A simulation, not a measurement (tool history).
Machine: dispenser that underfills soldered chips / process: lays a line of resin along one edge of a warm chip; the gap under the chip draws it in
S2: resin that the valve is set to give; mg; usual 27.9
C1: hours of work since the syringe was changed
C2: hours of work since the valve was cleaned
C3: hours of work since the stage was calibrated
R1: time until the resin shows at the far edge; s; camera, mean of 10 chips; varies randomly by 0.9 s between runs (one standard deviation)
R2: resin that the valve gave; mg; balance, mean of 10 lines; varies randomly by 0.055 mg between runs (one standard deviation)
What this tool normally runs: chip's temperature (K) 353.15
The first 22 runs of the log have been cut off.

At hour 207.5: new syringe of resin.
At hour 217.2: new syringe of resin.
Run 23, hour 219: usual settings but chip's temperature (K) 339.15, S2 31.9 mg; C1 1; C2 17; C3 452. Result: R1 128.9 s, R2 31.34 mg.
At hour 227: new syringe of resin.
Run 24, hour 230.4: usual settings but chip's temperature (K) 361.15, S2 24.1 mg; C1 3; C2 25; C3 461. Result: R1 66.5 s, R2 23.5 mg.
At hour 236.8: new syringe of resin.
Run 25, hour 241.7: usual settings but chip's temperature (K) 361.15, S2 24.1 mg; C1 4; C2 34; C3 470. Result: R1 67.6 s, R2 23.36 mg.
At hour 247: new syringe of resin.
At hour 252.6: dispensing valve cleaned and set on the balance.
Run 26, hour 255.3: usual settings but S2 29.2 mg; C1 6; C2 2; C3 479. Result: R1 90.9 s, R2 29.25 mg.
At hour 258.4: new syringe of resin.
Run 27, hour 266.1: usual settings but chip's temperature (K) 359.15, S2 29 mg; C1 6; C2 10; C3 488. Result: R1 73.9 s, R2 28.77 mg.
At hour 268.8: new syringe of resin.
Run 28, hour 272.3: usual settings but chip's temperature (K) 359.15, S2 35.8 mg; C1 3; C2 15; C3 492. Result: R1 66.6 s, R2 35.42 mg.
At hour 278.5: new syringe of resin.
Run 29, hour 282.4: usual settings but chip's temperature (K) 342.15, S2 35.8 mg; C1 3; C2 23; C3 500. Result: R1 115.7 s, R2 35.12 mg.
At hour 289.1: new syringe of resin.
Run 30, hour 295.4: usual settings but chip's temperature (K) 354.15, S2 32 mg; C1 5; C2 33; C3 510. Result: R1 83.8 s, R2 31.07 mg.
At hour 299.4: new syringe of resin.
Run 31, hour 302.1: usual settings but chip's temperature (K) 366.15; C1 2; C2 38; C3 515. Result: R1 52.3 s, R2 27.03 mg.
At hour 308: dispensing valve cleaned and set on the balance.
Run 32, hour 309.1: usual settings but chip's temperature (K) 368.15, S2 30 mg; C1 7; C2 1; C3 519. Result: R1 57.5 s, R2 29.96 mg.
At hour 310: new syringe of resin.
Run 33, hour 318.5: usual settings but chip's temperature (K) 355.15, S2 30 mg; C1 7; C2 8; C3 527. Result: R1 86 s, R2 29.87 mg.

4 options for the next run, each taken on its own from the tool as it stands now. Forecast them:
At hour 319.6: new syringe of resin.
At hour 329.8: new syringe of resin.
Run A, hour 332.8: usual settings but chip's temperature (K) 361.15, S2 30.3 mg; C1 2; C2 19; C3 537. Result: R1 ?, R2 ?.
At hour 319.6: new syringe of resin.
At hour 329.8: new syringe of resin.
Run B, hour 332.8: usual settings but chip's temperature (K) 341.15; C1 2; C2 19; C3 537. Result: R1 ?, R2 ?.
At hour 319.6: new syringe of resin.
At hour 329.8: new syringe of resin.
Run C, hour 332.8: usual settings but chip's temperature (K) 347.15, S2 31.4 mg; C1 2; C2 19; C3 537. Result: R1 ?, R2 ?.
At hour 319.6: new syringe of resin.
At hour 329.8: new syringe of resin.
Run D, hour 332.8: usual settings but chip's temperature (K) 356.15, S2 35 mg; C1 2; C2 19; C3 537. Result: R1 ?, R2 ?.

run     R1     R2
  A   60.8  29.78
  B  119.9  27.49
  C   96.4  30.93
  D   71.7  34.46
Without the tool's hidden state the same runs would have given:
run     R1     R2
  A   63.9  30.23
  B  127.8  27.91
  C  102.3   31.4
  D   75.6  34.99

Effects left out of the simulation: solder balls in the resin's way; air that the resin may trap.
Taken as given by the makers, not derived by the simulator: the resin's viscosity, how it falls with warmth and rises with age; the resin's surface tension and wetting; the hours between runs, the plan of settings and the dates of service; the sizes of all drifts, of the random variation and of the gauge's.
